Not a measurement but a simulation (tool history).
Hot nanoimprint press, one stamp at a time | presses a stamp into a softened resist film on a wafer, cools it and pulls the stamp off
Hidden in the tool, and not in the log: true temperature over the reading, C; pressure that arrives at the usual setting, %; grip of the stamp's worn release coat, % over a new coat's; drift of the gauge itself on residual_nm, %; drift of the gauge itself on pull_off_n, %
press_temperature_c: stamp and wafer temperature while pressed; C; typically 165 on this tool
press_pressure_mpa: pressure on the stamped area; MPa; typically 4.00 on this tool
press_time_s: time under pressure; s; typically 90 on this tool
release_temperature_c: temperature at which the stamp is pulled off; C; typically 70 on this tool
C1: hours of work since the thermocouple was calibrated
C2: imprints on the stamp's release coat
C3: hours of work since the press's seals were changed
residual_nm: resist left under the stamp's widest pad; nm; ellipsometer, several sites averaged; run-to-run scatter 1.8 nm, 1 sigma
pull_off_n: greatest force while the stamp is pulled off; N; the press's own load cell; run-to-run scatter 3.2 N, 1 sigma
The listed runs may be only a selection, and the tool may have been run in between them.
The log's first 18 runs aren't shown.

Run 19, hour 370.8: usual settings but press_temperature_c 166 C, press_pressure_mpa 3.45 MPa, press_time_s 72 s, release_temperature_c 75 C; C1 315; C2 125; C3 680. Result: residual_nm 313.2 nm, pull_off_n 137 N.
Run 20, hour 381.6: usual settings but press_temperature_c 160 C, press_pressure_mpa 4.82 MPa, press_time_s 173 s; C1 320; C2 156; C3 686. Result: residual_nm 272.0 nm, pull_off_n 156 N.
Run 21, hour 392.5: usual settings but press_temperature_c 154 C, press_pressure_mpa 4.04 MPa; C1 326; C2 188; C3 691. Result: residual_nm 501.6 nm, pull_off_n 145 N.
Run 22, hour 410.8: usual settings but press_temperature_c 155 C, press_pressure_mpa 5.90 MPa; C1 335; C2 240; C3 700. Result: residual_nm 429.1 nm, pull_off_n 153 N.
Run 23, hour 421.4: usual settings but press_temperature_c 161 C, press_pressure_mpa 3.34 MPa, release_temperature_c 71 C; C1 340; C2 271; C3 706. Result: residual_nm 388.7 nm, pull_off_n 149 N.
Run 24, hour 446.5: usual settings but press_temperature_c 161 C, press_pressure_mpa 3.78 MPa, press_time_s 65 s, release_temperature_c 59 C; C1 353; C2 344; C3 718. Result: residual_nm 411.0 nm, pull_off_n 190 N.
Run 25, hour 462.7: usual settings but press_temperature_c 161 C, press_pressure_mpa 3.78 MPa, press_time_s 65 s, release_temperature_c 59 C; C1 361; C2 390; C3 726. Result: residual_nm 412.3 nm, pull_off_n 181 N.
Run 26, hour 483.7: usual settings but press_temperature_c 169 C, press_time_s 87 s; C1 372; C2 451; C3 737. Result: residual_nm 227.2 nm, pull_off_n 149 N.
Run 27, hour 494.2: usual settings but press_temperature_c 169 C, press_time_s 87 s; C1 377; C2 481; C3 742. Result: residual_nm 227.5 nm, pull_off_n 150 N.
Run 28, hour 506.6: usual settings but press_temperature_c 159 C, press_pressure_mpa 4.25 MPa, press_time_s 46 s, release_temperature_c 62 C; C1 383; C2 517; C3 749. Result: residual_nm 477.3 nm, pull_off_n 178 N.
Run 29, hour 529.5: usual settings but press_time_s 59 s, release_temperature_c 58 C; C1 395; C2 583; C3 760. Result: residual_nm 335.4 nm, pull_off_n 189 N.
Run 30, hour 549.4: usual settings but press_pressure_mpa 5.92 MPa; C1 405; C2 640; C3 770. Result: residual_nm 240.9 nm, pull_off_n 154 N.

Below are 3 alternative next runs, each starting from the tool's condition after run 30. Predict each:
Run A, hour 565.6: usual settings but press_pressure_mpa 5.95 MPa, press_time_s 89 s; C1 413; C2 687; C3 778. Result: residual_nm ?, pull_off_n ?.
Run B, hour 565.6: usual settings but press_pressure_mpa 4.79 MPa; C1 413; C2 687; C3 778. Result: residual_nm ?, pull_off_n ?.
Run C, hour 565.6: usual settings but press_temperature_c 159 C, press_pressure_mpa 4.24 MPa, press_time_s 81 s; C1 413; C2 687; C3 778. Result: residual_nm ?, pull_off_n ?.

run  residual_nm  pull_off_n
  A        243.6         153
  B        265.2         154
  C        404.5         153
With no hidden state in the tool, these same runs would have given:
run  residual_nm  pull_off_n
  A        242.6         153
  B        264.2         153
  C        403.3         152

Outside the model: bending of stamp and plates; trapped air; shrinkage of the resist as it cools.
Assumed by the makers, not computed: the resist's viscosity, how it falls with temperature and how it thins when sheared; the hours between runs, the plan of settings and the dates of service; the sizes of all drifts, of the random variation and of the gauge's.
